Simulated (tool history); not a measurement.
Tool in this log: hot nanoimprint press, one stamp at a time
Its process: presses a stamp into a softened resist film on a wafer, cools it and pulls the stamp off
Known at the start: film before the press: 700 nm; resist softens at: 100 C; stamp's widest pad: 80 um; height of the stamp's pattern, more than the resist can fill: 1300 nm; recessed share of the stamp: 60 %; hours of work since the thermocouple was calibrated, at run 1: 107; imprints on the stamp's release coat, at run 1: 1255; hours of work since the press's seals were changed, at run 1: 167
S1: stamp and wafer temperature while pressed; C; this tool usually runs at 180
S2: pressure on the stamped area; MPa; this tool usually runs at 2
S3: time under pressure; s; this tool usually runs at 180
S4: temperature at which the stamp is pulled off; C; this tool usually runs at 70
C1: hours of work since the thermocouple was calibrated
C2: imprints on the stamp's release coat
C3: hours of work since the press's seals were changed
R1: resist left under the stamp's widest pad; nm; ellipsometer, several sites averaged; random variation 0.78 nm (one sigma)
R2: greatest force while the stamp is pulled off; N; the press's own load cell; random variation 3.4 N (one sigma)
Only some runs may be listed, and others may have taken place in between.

Run 1, hour 0: usual settings; C1 107; C2 1255; C3 167. Result: R1 352.4 nm, R2 184 N.
Run 2, hour 18: usual settings; C1 114; C2 1305; C3 174. Result: R1 354.2 nm, R2 188 N.
Run 3, hour 30.8: usual settings but S2 1.93 MPa; C1 120; C2 1341; C3 180. Result: R1 358.3 nm, R2 192 N.
Run 4, hour 46.5: usual settings but S2 1.93 MPa; C1 126; C2 1385; C3 186. Result: R1 357 nm, R2 203 N.
Run 5, hour 64.3: usual settings; C1 134; C2 1435; C3 194. Result: R1 352.1 nm, R2 187 N.
Run 6, hour 77.2: usual settings but S3 105 s; C1 139; C2 1471; C3 199. Result: R1 424.5 nm, R2 195 N.
Run 7, hour 95.4: usual settings but S3 125 s; C1 147; C2 1522; C3 207. Result: R1 400.6 nm, R2 191 N.
Run 8, hour 112.2: usual settings but S3 125 s; C1 154; C2 1569; C3 214. Result: R1 400.3 nm, R2 192 N.
Run 9, hour 123.9: usual settings but S4 77 C; C1 159; C2 1602; C3 219. Result: R1 352.8 nm, R2 164 N.
Run 10, hour 132: usual settings but S4 77 C; C1 162; C2 1625; C3 223. Result: R1 354.4 nm, R2 160 N.
Run 11, hour 145: usual settings; C1 168; C2 1661; C3 228. Result: R1 354.2 nm, R2 195 N.
Run 12, hour 163.8: usual settings but S1 189 C; C1 176; C2 1714; C3 236. Result: R1 278.3 nm, R2 196 N.
Run 13, hour 173.6: usual settings but S1 189 C, S2 2.27 MPa; C1 180; C2 1741; C3 240. Result: R1 264.2 nm, R2 202 N.
Run 14, hour 185.7: usual settings but S1 189 C, S2 2.27 MPa; C1 185; C2 1775; C3 245. Result: R1 264.2 nm, R2 203 N.
Run 15, hour 194.9: usual settings but S1 189 C, S2 2.27 MPa; C1 189; C2 1801; C3 249. Result: R1 264.1 nm, R2 208 N.
Run 16, hour 212.9: usual settings but S3 200 s; C1 197; C2 1851; C3 257. Result: R1 339.8 nm, R2 195 N.
Run 17, hour 231.8: usual settings but S1 188 C, S2 1.71 MPa, S3 299 s, S4 73 C; C1 205; C2 1904; C3 265. Result: R1 247 nm, R2 188 N.
Run 18, hour 248.3: usual settings but S1 188 C, S2 1.71 MPa, S3 125 s, S4 57 C; C1 212; C2 1950; C3 272. Result: R1 350.3 nm, R2 284 N.
Run 19, hour 263.1: usual settings but S1 174 C, S2 1.3 MPa, S3 125 s, S4 57 C; C1 218; C2 1992; C3 278. Result: R1 517 nm, R2 281 N.
Run 20, hour 273.3: usual settings but S1 174 C, S2 1.3 MPa, S3 125 s, S4 57 C; C1 222; C2 2020; C3 282. Result: R1 516.8 nm, R2 280 N.
Run 21, hour 290.3: usual settings but S1 174 C, S2 1.3 MPa, S3 125 s, S4 57 C; C1 229; C2 2068; C3 290. Result: R1 515.1 nm, R2 278 N.
Run 22, hour 306.5: usual settings but S1 191 C, S2 1.45 MPa, S3 125 s, S4 58 C; C1 236; C2 2113; C3 297. Result: R1 348.8 nm, R2 273 N.
Run 23, hour 323.2: usual settings but S2 2.08 MPa, S4 75 C; C1 243; C2 2160; C3 304. Result: R1 347.1 nm, R2 184 N.
Run 24, hour 336.5: usual settings but S2 2.74 MPa, S4 69 C; C1 249; C2 2197; C3 309. Result: R1 311.1 nm, R2 213 N.
Run 25, hour 350.9: usual settings but S2 2.74 MPa, S4 69 C; C1 255; C2 2238; C3 315. Result: R1 310.9 nm, R2 219 N.
Run 26, hour 363.9: usual settings but S2 2.74 MPa, S4 69 C; C1 261; C2 2274; C3 321. Result: R1 310.5 nm, R2 222 N.
At hour 373.2: stamp cleaned and given a new release coat.
Run 27, hour 387.2: usual settings but S1 178 C, S3 120 s; C1 268; C2 39; C3 328. Result: R1 426.6 nm, R2 163 N.
Run 28, hour 401.6: usual settings but S1 178 C, S2 2.15 MPa, S3 120 s; C1 274; C2 80; C3 334. Result: R1 414.6 nm, R2 160 N.
Run 29, hour 410.8: usual settings but S1 178 C, S2 2.15 MPa, S3 120 s; C1 278; C2 106; C3 338. Result: R1 414.9 nm, R2 163 N.
Run 30, hour 428.3: usual settings but S3 212 s; C1 285; C2 155; C3 345. Result: R1 331.4 nm, R2 167 N.
Run 31, hour 445.4: usual settings but S1 183 C, S2 1.74 MPa, S3 339 s, S4 71 C; C1 293; C2 203; C3 353. Result: R1 267.3 nm, R2 164 N.

Below are 3 alternative next runs, each starting from the tool's condition after run 31. Predict each:
Run A, hour 456: usual settings but S2 2.87 MPa; C1 297; C2 232; C3 357. Result: R1 ?, R2 ?.
Run B, hour 456: usual settings but S2 1.43 MPa, S4 74 C; C1 297; C2 232; C3 357. Result: R1 ?, R2 ?.
Run C, hour 456: usual settings but S1 189 C, S2 2.42 MPa, S3 339 s, S4 60 C; C1 297; C2 232; C3 357. Result: R1 ?, R2 ?.

run     R1   R2
  A    304  173
  B  398.2  150
  C  193.6  217
Take away the tool's hidden state, keep each run's random variation, and the runs would have read:
run     R1   R2
  A  300.9  169
  B  397.6  147
  C  191.7  212

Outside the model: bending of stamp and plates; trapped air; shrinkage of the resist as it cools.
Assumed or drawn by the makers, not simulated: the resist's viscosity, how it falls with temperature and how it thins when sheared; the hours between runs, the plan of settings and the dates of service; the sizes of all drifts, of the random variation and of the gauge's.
